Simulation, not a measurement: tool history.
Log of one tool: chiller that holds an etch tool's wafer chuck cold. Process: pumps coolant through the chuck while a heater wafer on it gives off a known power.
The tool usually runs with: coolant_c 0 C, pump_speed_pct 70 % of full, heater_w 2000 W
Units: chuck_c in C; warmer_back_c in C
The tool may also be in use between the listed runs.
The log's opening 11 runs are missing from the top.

| run | hour | coolant_c | pump_speed_pct | heater_w | chuck_c | warmer_back_c |
|---|---|---|---|---|---|---|
| 12 | 745.1 | -8 | 70 | 2000 | 17 | 4.95 |
| 13 | 819.4 | -8 | 70 | 2000 | 17 | 5.03 |
|  | 834.9 | coolant changed, channels flushed |
| 14 | 867 | -8 | 70 | 2000 | 17.1 | 4.98 |
| 15 | 942.6 | -8 | 70 | 2000 | 17 | 4.93 |
| 16 | 1021.8 | -8 | 94 | 2000 | 13.3 | 3.67 |
| 17 | 1092.6 | 0 | 70 | 2000 | 25 | 4.96 |
| 18 | 1161 | 0 | 70 | 2000 | 25.1 | 4.95 |
| 19 | 1213.2 | 7 | 87 | 2886 | 39.3 | 5.75 |
| 20 | 1279.1 | 7 | 87 | 2886 | 39.3 | 5.71 |
|  | 1292 | chiller's thermometer calibrated |
| 21 | 1357.4 | 0 | 82 | 2730 | 31.4 | 5.77 |
| 22 | 1421.2 | 0 | 82 | 2730 | 31.5 | 5.79 |

Run 23 has not been measured yet. What should we expect?
| 23 | 1480.1 | -6 | 91 | 1305 | ? | ? |

For run 23 the tool returned chuck_c 8.2 C, warmer_back_c 2.43 C.
Without the tool's hidden state the same run would have given chuck_c 8.2 C, warmer_back_c 2.43 C.
